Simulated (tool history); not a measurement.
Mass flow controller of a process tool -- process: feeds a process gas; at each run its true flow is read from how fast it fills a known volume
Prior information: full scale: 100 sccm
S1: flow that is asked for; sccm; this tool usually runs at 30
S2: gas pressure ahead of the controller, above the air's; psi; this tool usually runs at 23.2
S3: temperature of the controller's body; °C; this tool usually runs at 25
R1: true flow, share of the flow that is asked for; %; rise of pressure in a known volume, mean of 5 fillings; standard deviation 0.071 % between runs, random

run 1 hour=0.0 | S1=30 S2=23.2 S3=25 | R1=99.74
run 2 hour=225.1 | S1=30 S2=23.2 S3=25 | R1=99.61
run 3 hour=647.1 | S1=30 S2=23.2 S3=25 | R1=99.52
run 4 hour=1072.4 | S1=30 S2=23.2 S3=25 | R1=99.60
run 5 hour=1282.0 | S1=30 S2=23.2 S3=25 | R1=99.43
run 6 hour=1759.3 | S1=30 S2=23.2 S3=25 | R1=99.48
run 7 hour=2135.6 | S1=30 S2=23.2 S3=25 | R1=99.38
run 8 hour=2439.4 | S1=30 S2=23.2 S3=25 | R1=99.39
run 9 hour=2905.2 | S1=30 S2=23.2 S3=25 | R1=99.51
-- hour=3002.3 controller's zero set anew
run 10 hour=3280.9 | S1=56 S2=23.2 S3=25 | R1=99.37
run 11 hour=3499.9 | S1=56 S2=23.2 S3=32 | R1=99.67
run 12 hour=3912.2 | S1=56 S2=23.2 S3=32 | R1=99.59
run 13 hour=4163.5 | S1=56 S2=23.2 S3=32 | R1=99.65
run 14 hour=4451.2 | S1=56 S2=23.2 S3=32 | R1=99.62
run 15 hour=4663.6 | S1=56 S2=23.2 S3=32 | R1=99.59
run 16 hour=5057.8 | S1=56 S2=23.2 S3=32 | R1=99.48
run 17 hour=5374.1 | S1=56 S2=23.2 S3=32 | R1=99.49
run 18 hour=5796.6 | S1=30 S2=37.6 S3=25 | R1=99.50
run 19 hour=6086.4 | S1=30 S2=37.6 S3=25 | R1=99.58
run 20 hour=6581.6 | S1=30 S2=37.6 S3=25 | R1=99.52
run 21 hour=6882.7 | S1=30 S2=37.6 S3=25 | R1=99.43
run 22 hour=7272.8 | S1=30 S2=37.6 S3=25 | R1=99.23
run 23 hour=7543.8 | S1=30 S2=23.2 S3=26 | R1=98.94
run 24 hour=7957.4 | S1=11 S2=37.4 S3=35 | R1=99.71
run 25 hour=8188.1 | S1=11 S2=37.4 S3=35 | R1=99.54
run 26 hour=8520.2 | S1=11 S2=37.4 S3=35 | R1=99.68
run 27 hour=8948.3 | S1=11 S2=37.4 S3=35 | R1=99.67
run 28 hour=9299.0 | S1=11 S2=37.4 S3=35 | R1=99.46
run 29 hour=9565.0 | S1=31 S2=37.4 S3=34 | R1=99.47
run 30 hour=9801.2 | S1=11 S2=23.2 S3=23 | R1=98.57
run 31 hour=10215.1 | S1=30 S2=23.2 S3=31 | R1=98.98
run 32 hour=10495.9 | S1=41 S2=29.9 S3=36 | R1=99.29
run 33 hour=10765.4 | S1=17 S2=34.8 S3=33 | R1=99.26
run 34 hour=11012.2 | S1=14 S2=33.4 S3=25 | R1=98.85
run 35 hour=11259.1 | S1=14 S2=33.4 S3=25 | R1=98.86
run 36 hour=11720.6 | S1=39 S2=28.7 S3=30 | R1=98.83
run 37 hour=12056.5 | S1=16 S2=23.2 S3=25 | R1=98.59
run 38 hour=12313.4 | S1=38 S2=23.2 S3=25 | R1=98.57
run 39 hour=12726.2 | S1=81 S2=24.7 S3=25 | R1=98.64
run 40 hour=13047.6 | S1=30 S2=38.9 S3=34 | R1=99.26
run 41 hour=13279.0 | S1=37 S2=23.1 S3=36 | R1=98.61
run 42 hour=13511.8 | S1=87 S2=23.2 S3=25 | R1=98.47
run 43 hour=13723.6 | S1=87 S2=23.2 S3=25 | R1=98.64

A few steps of R1 between consecutive runs. Split each: what settings, incoming material and random variation would produce without the hidden state, and what is left over for the hidden state, along with gauge scatter present in only one of the two compared results (measured, and without hidden state):
The tool's hidden condition here consists of: flow at rest that the sensor doesn't see, % of full scale; true flow over the shown one, %; drift of the gauge itself on true_pct, %.
Run 8 -> 9: no setting changed, nothing entered. R1 +0.12 %: hidden state -0.05, all else +0.17.
Run 9 -> 10: S1 30 -> 56, controller's zero set anew. R1 -0.14 %: hidden state -0.05, all else -0.09.
Run 23 -> 24: S1 30 -> 11, S2 23.2 -> 37.4, S3 26 -> 35. R1 +0.77 %: hidden state -0.03, all else +0.80.
Run 29 -> 30: S1 31 -> 11, S2 37.4 -> 23.2, S3 34 -> 23. R1 -0.90 %: hidden state +0.00, all else -0.90.
Run 30 -> 31: S1 11 -> 30, S3 23 -> 31. R1 +0.41 %: hidden state -0.05, all else +0.46.
Run 40 -> 41: S1 30 -> 37, S2 38.9 -> 23.1, S3 34 -> 36. R1 -0.65 %: hidden state -0.01, all else -0.64.
